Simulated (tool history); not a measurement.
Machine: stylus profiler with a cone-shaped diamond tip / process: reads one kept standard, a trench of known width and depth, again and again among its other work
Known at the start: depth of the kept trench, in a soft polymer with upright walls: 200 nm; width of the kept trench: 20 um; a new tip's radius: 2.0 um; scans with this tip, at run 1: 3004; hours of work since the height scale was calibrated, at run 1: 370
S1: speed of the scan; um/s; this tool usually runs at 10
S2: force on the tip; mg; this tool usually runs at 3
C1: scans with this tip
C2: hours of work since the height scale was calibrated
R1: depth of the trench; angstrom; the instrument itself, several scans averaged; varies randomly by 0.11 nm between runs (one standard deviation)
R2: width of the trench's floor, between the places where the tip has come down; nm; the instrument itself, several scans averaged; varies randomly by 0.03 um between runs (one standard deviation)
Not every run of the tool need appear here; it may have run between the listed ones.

run,hour,S1,S2,C1,C2,R1,R2
1,0,10,3,3004,370,2020.4,18170
2,46.7,10,3,3218,396,2022,18180
3,98.6,10,3,3456,425,2021.8,18200
4,139.3,10,3,3642,448,2024.4,18190
5,162.3,10,3,3747,461,2022.9,18120
6,188.1,34,3,3865,476,2020.8,18100
# hour 191.8: height scale calibrated on a step standard
7,240.1,10,6.24,4101,27,2033.7,18140
8,289.7,10,6.24,4328,55,2033.3,18170
9,321.5,10,3,4474,73,2023.8,18190
# hour 354.9: height scale calibrated on a step standard, once more
10,369,5,1.58,4689,8,2009.5,18120

Forecast run 11:
11,393.2,13,4.93,4799,22,?,?

{"run 11": {"R1": 2024.6, "R2": 18180}}
The same run, on a tool lacking any hidden state, would have yielded R1 2025.2 angstrom, R2 18250 nm.

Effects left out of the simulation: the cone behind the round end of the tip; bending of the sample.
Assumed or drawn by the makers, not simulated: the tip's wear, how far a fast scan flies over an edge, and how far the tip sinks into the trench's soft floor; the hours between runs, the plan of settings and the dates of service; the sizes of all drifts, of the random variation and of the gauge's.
